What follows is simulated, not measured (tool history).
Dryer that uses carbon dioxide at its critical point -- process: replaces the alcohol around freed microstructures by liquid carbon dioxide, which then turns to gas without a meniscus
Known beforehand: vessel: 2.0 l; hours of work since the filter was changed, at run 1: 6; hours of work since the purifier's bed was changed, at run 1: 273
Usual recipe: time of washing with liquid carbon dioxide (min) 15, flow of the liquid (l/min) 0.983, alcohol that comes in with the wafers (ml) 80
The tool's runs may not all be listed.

run	day	time of washing with liquid carbon dioxide (min)	flow of the liquid (l/min)	alcohol that comes in with the wafers (ml)	hours of work since the filter was changed	hours of work since the purifier's bed was changed	alcohol left in the vessel before it's heated (ppm by volume)
1	0	15	0.983	80	6	273	215
2	1.175	15	0.983	80	19	286	232
3	2.396	15	1.086	80	32	299	182
4	3.742	15	1.086	34	47	314	153
5	5.238	15	1.54	80	63	330	131
6	7.008	15	1.54	80	82	349	138
7	8.308	15	1.54	80	96	363	153
8	10.171	15	1.54	80	116	383	152
9	11.375	15	1.54	80	129	396	158
10	13.7	15	1.54	80	153	421	163
11	15.175	15	1.54	80	169	436	176
12	16.258	15	1.54	80	181	448	175
13	17.479	15	1.54	80	194	461	193
14	18.871	15	1.54	80	209	476	191
15	19.908	21	1.54	80	220	487	182
16	21.238	15	0.983	80	234	502	331
17	23.125	15	0.983	80	255	522	341
18	24.15	15	0.983	80	266	533	340
19	26.125	15	0.983	80	287	554	351
20	27.904	15	0.983	80	306	573	351
# day 29.1: purifier's bed changed
21	29.929	15	0.936	80	326	9	195
22	31.971	15	0.983	84	348	31	163
23	33.812	15	0.983	84	368	51	176
24	34.858	10	1.15	83	379	62	563
25	36.208	10	1.15	83	394	76	559
26	38.092	10	1.15	83	414	97	575
27	39.05	10	0.951	89	424	107	1253
# day 39.283: inlet filter changed
28	40.933	10	0.951	89	18	127	1047
29	42.608	15	0.983	66	36	145	149
30	44.212	15	0.983	66	53	162	151
31	45.554	14	0.846	60	67	176	341
32	46.975	14	0.846	60	83	192	349
33	48.292	14	0.846	60	97	206	346
34	49.338	15	0.876	22	108	217	141
35	50.375	19	0.71	80	119	228	268
36	52.633	15	1.369	80	143	252	116
37	54.842	15	1.369	80	167	276	125
38	56.667	17	1.037	83	187	296	159
39	58.362	15	1.037	83	205	314	218
40	59.7	15	1.037	83	219	328	221
41	60.896	13	1.462	28	232	341	148
42	62.829	17	0.983	37	253	362	163
43	65.117	12	1.549	43	277	386	168
44	66.825	21	0.81	47	296	405	181

For each entry between runs, how does the tool's hidden state at the last listed run before it compare with that at the first listed run after it?
Logged between run 20 and run 21: purifier's bed changed (day 29.1)
  flow that reaches the vessel past the clogged filter, %: 96 -> 95.7; alcohol in the recycled carbon dioxide, ppm: 220.4 -> 8.3
  measured value less the no-hidden-state value, alcohol left in the vessel before it's heated (ppm by volume): +239 -> +43
Logged between run 27 and run 28: inlet filter changed (day 39.283)
  flow that reaches the vessel past the clogged filter, %: 94.5 -> 99.5; alcohol in the recycled carbon dioxide, ppm: 45.8 -> 53
  measured value less the no-hidden-state value, alcohol left in the vessel before it's heated (ppm by volume): +269 -> +65
